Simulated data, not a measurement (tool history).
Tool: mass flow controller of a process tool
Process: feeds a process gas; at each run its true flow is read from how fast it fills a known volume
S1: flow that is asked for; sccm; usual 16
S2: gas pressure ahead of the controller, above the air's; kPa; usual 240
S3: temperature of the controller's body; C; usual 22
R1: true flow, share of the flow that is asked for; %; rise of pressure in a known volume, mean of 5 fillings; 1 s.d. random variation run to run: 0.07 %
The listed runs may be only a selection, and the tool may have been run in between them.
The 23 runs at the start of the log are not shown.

| run | hour | S1 | S2 | S3 | R1 |
|---|---|---|---|---|---|
| 24 | 2347.9 | 7 | 193 | 22 | 99.98 |
| 25 | 2418.1 | 17 | 193 | 37 | 102.16 |
|  | 2554.9 | controller's zero set anew, once more |
| 26 | 2564.4 | 17 | 193 | 37 | 102.15 |
| 27 | 2697.2 | 17 | 193 | 37 | 102.13 |
| 28 | 2806.4 | 16 | 193 | 26 | 101.15 |
| 29 | 2909 | 16 | 193 | 26 | 101.15 |
| 30 | 3055 | 2 | 140 | 22 | 99.65 |
| 31 | 3155.6 | 2 | 140 | 22 | 99.74 |
| 32 | 3253.3 | 20 | 150 | 22 | 101.24 |
| 33 | 3367 | 20 | 150 | 22 | 101.05 |
| 34 | 3504.5 | 16 | 254 | 40 | 102.67 |
| 35 | 3640.6 | 8 | 240 | 22 | 100.18 |
| 36 | 3727.7 | 8 | 198 | 22 | 100.2 |
| 37 | 3865.3 | 8 | 198 | 22 | 100.28 |
| 38 | 3968.5 | 16 | 240 | 25 | 101.47 |
| 39 | 4099.1 | 16 | 240 | 25 | 101.39 |

For run 40, what comes out?
| 40 | 4161.4 | 16 | 150 | 22 | ? |

R1: 100.98 %
On a tool with no hidden condition, and with the same random variation, this run would have come out at R1 99.15 %.
